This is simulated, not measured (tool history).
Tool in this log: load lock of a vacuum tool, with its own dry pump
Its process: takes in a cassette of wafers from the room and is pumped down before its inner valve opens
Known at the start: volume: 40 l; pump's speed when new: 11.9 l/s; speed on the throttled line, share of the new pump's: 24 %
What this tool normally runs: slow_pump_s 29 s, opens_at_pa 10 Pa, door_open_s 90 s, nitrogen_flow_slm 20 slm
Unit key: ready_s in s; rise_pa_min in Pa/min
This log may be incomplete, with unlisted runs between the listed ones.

run    hour  slow_pump_s  opens_at_pa  door_open_s  nitrogen_flow_slm  incoming humidity of the room's air, %  ready_s  rise_pa_min
  1       0           29           10           90                 20                                    41.9     53.2        0.104
  2      56           29           10           90                 20                                      44     53.9        0.113
  3   107.7           29           10          131                 20                                    44.4     53.3        0.125
  4   185.5           41           10          131                 20                                    47.4     62.7        0.132
  5   290.5           41           10          131                 20                                    46.7     63.4        0.138
  6   338.2           41           10          131                 20                                    45.9     62.7        0.146
  7   393.4           41           10          131                 20                                    48.6     63.8        0.143
  8   439.6           41           10          131                 20                                    44.1     62.2        0.142
  9   505.7           41           10          131                 20                                    42.8     63.7        0.151
 10   592.9           41           10          131                 20                                    45.4     63.5        0.158
 11   691.9           41           10          131                 20                                    45.8     63.3        0.169
 12   769.6           41           10          131                 20                                    45.2     63.5        0.164
 13     835           42           10           90                 20                                    47.2     62.9        0.163
 14   910.7           42           10           90                 20                                    42.6     63.5        0.165
 15   957.3           29           10           90                 20                                    47.9       54        0.168
 16  1055.7           29           10           90                  5                                    46.8     53.9        0.196
 17  1138.6           29           11           90                 20                                    46.3     54.1        0.188
 18  1202.1           29            7           90                 20                                    41.6       55        0.181
 19  1301.8           29           10           90                 20                                    44.6     54.1        0.199
 20  1385.3           29            9           90                 20                                    44.2     54.5        0.203
 21  1458.8           25            9          202                 20                                    46.5     52.1         0.25
 22  1531.7           48           10          135                 20                                    44.6     67.9        0.233
 23  1623.3           16           10           89                  5                                    49.2     44.2        0.253
 24  1701.1           16           10           89                  5                                    45.5     44.8        0.243
 25  1791.4           22           10           90                  7                                    43.9       49         0.25
 26  1888.6           29           10           90                 43                                    44.2       55        0.242
 27  1940.4           29           10           88                 20                                    46.6     54.6        0.257
 28  2022.4           32            9          126                 20                                    46.6       57        0.271
 29  2067.5           21           10           90                 20                                    44.7     48.7        0.267
 30  2170.5           17           13           90                 20                                    45.6     44.5        0.276
 31  2254.9           17           13           90                 20                                    47.5     44.5        0.285
 32  2349.8           27           10           90                 20                                    47.6       53        0.299
 33  2416.6           18           10           90                  7                                    46.2     46.1        0.314
 34  2496.6           43           10           37                 20                                    45.9       65         0.29
 35  2595.4           43           10           63                 20                                    45.9     66.2        0.316
 36  2677.6           22           17           90                 20                                      45     47.7        0.332
     2687.9  -- door's seal changed, seat wiped
 37  2735.8           28           17           42                  4                                    43.7     51.4        0.036

Measured less the same run without the tool's hidden state. The same run-to-run variation is in both; the gauge's scatter may not be:
Hidden conditions of the tool in this case: pump's speed, % of a new pump's; leak at the door's seal, Pa l/s; drift of the gauge itself on ready_s, %; drift of the gauge itself on rise_pa_min, %.
run  ready_s  rise_pa_min
  1     +0.7       +0.061
  2     +0.7       +0.065
  3     +0.7       +0.066
  4     +0.6        +0.07
  5     +0.6       +0.076
  6     +0.7        +0.08
  7     +0.7       +0.083
  8     +0.7       +0.086
  9     +0.7        +0.09
 10     +0.7       +0.095
 11     +0.7       +0.104
 12     +0.8       +0.107
 13     +0.7       +0.112
 14     +0.8       +0.118
 15     +0.9        +0.12
 16     +0.9       +0.126
 17     +0.9       +0.135
 18       +1       +0.138
 19       +1       +0.149
 20       +1       +0.155
 21     +1.1       +0.165
 22     +0.8       +0.168
 23     +1.2       +0.177
 24     +1.3       +0.182
 25     +1.3        +0.19
 26     +1.1       +0.203
 27     +1.1       +0.205
 28     +1.1       +0.213
 29     +1.3       +0.215
 30     +1.3        +0.23
 31     +1.3       +0.236
 32     +1.3       +0.248
 33     +1.4       +0.255
 34     +1.1       +0.262
 35     +1.2       +0.275
 36     +1.3       +0.279
 37     +1.2       +0.001
